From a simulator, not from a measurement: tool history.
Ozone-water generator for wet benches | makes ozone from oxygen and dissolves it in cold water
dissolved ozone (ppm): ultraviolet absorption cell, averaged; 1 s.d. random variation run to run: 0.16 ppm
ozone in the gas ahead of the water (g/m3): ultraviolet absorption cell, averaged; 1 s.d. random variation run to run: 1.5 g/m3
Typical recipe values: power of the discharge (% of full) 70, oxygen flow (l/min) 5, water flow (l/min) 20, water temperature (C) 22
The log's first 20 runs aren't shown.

run    hour  power of the discharge (% of full)  oxygen flow (l/min)  water flow (l/min)  water temperature (C)  hours of work since the electrodes were changed  hours of work since the contactor was cleaned  hours of work since the thermometer was calibrated  dissolved ozone (ppm)  ozone in the gas ahead of the water (g/m3)
 21  1511.4                                  49                 5.81                  27                     23                                             3348                                            157                                                 506                   11.7                                       183.1
 22  1553.8                                  47                    5                  20                     22                                             3378                                            187                                                 537                   15.6                                       195.5
 23  1598.4                                  70                    5                  23                     26                                             3410                                            219                                                 569                   17.7                                       268.4
 24  1647.3                                  70                    5                  23                     26                                             3445                                            254                                                 604                   17.7                                       267.7
 25  1711.4                                  70                 4.77                  23                     26                                             3491                                            300                                                 650                   17.9                                         277
 26  1802.3                                  70                 4.77                  23                     26                                             3556                                            365                                                 715                   17.8                                       274.8
     1822.4  -- gauge calibrated
 27  1893.2                                  90                 5.45                  23                     30                                             3621                                            430                                                 780                   20.4                                         323
 28  1958.4                                  90                 5.45                  23                     30                                             3668                                            476                                                 826                   20.4                                       322.3
 29  2037.3                                  90                 5.45                  23                     30                                             3724                                            533                                                 883                   20.1                                       322.9
 30  2112.9                                  73                 7.98                  20                     22                                             3778                                            587                                                 937                   20.9                                       215.3
 31  2199.3                                  60                    5                  20                     22                                             3840                                            649                                                 999                   18.8                                       243.2
 32  2290.2                                  60                 3.64                  20                     22                                             3905                                            714                                                1064                   19.1                                       287.3

Alternative continuations, all from the tool just after run 32; predict every row:
  A  2339.1                                  97                    5                  19                     20                                             3940                                            749                                                1099                      ?                                           ?
  B  2339.1                                  45                    5                  28                     28                                             3940                                            749                                                1099                      ?                                           ?
  C  2339.1                                  70                    5                  20                     16                                             3940                                            749                                                1099                      ?                                           ?
  D  2339.1                                  60                 8.13                  20                     21                                             3940                                            749                                                1099                      ?                                           ?

run  dissolved ozone (ppm)  ozone in the gas ahead of the water (g/m3)
  A                   29.9                                       357.1
  B                   10.1                                         191
  C                   23.3                                       275.1
  D                   18.1                                       182.9
With the hidden condition removed and each run's random variation left untouched, the same runs would have given:
run  dissolved ozone (ppm)  ozone in the gas ahead of the water (g/m3)
  A                     30                                       360.7
  B                   10.1                                       192.8
  C                   23.4                                       277.8
  D                   18.1                                       184.7
